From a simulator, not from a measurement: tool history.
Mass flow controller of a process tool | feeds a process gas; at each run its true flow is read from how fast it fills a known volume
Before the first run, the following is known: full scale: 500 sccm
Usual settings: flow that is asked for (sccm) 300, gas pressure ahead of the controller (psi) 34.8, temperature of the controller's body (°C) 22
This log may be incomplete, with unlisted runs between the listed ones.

run	hour	flow that is asked for (sccm)	gas pressure ahead of the controller (psi)	temperature of the controller's body (°C)	true flow (%)
1	0	300	34.8	22	99.2
2	204.5	300	34.8	22	99.13
3	380.7	300	34.8	22	99.08
4	482.8	300	34.8	22	99.02
5	693.4	300	34.8	22	99.07
6	873.1	300	22.9	22	99.31
7	965.8	300	22.9	22	99.32
8	1091.6	300	22.9	22	99.27
9	1293.3	300	22.9	22	99.29
10	1388.7	300	22.9	22	99.32
11	1584.6	305	34.8	22	99.29
12	1728.7	300	34.8	33	99.96
13	1918.5	300	34.8	33	100.09
14	2061.3	82	34.8	33	97.83
# hour 2075.9: controller's zero set anew
15	2209	82	34.8	33	97.38
16	2397.2	82	34.8	25	96.51
# hour 2515.5: controller's zero set anew, once more
17	2560.1	82	34.8	25	99.32
18	2691.3	82	34.8	25	99.12
19	2844.3	300	34.8	22	99.78
20	3025.4	300	34.8	22	99.66
21	3231.2	300	34.8	22	99.8
22	3353.1	300	34.8	22	99.55
23	3548	300	34.8	22	99.61
24	3733.1	300	34.8	22	99.72
25	3888.9	88	21.2	22	98.92
26	3982.4	300	37.3	34	100.61
27	4068.1	300	35.8	22	99.53
28	4154.2	141	39.2	26	99.24
29	4252.2	418	34.8	22	100.13
30	4437.5	418	34.8	22	100.03
31	4599.5	56	27.3	22	97.85
32	4773.7	56	27.7	22	97.94
33	4966.3	56	27.7	22	97.68
34	5147.2	300	20.3	22	99.82
35	5284.6	425	34.8	25	100.44
36	5435.8	113	21.5	22	98.74
37	5575.8	300	22.6	37	101.14
38	5744.8	300	22.6	37	100.93
39	5935.9	69	40.5	38	98.93
40	6052.8	309	25.5	32	100.56
41	6207.4	179	34.8	27	99.53
42	6308.7	115	40	27	98.91
43	6505.7	300	27.4	35	100.76
44	6615.1	300	27.4	35	100.78
45	6801.3	114	37.7	32	99.1
46	6897.8	154	36.3	22	98.79
47	7042.6	154	36.3	22	98.72

3 options for the next run, each taken on its own from the tool as it stands now. Forecast them:
A	7150.7	150	21.2	21	?
B	7150.7	211	21.8	28	?
C	7150.7	93	21.2	39	?

run	true flow (%)
A	98.8
B	99.9
C	99.34
With the hidden condition removed and each run's random variation left untouched, the same runs would have given:
run	true flow (%)
A	98.83
B	99.61
C	100.05
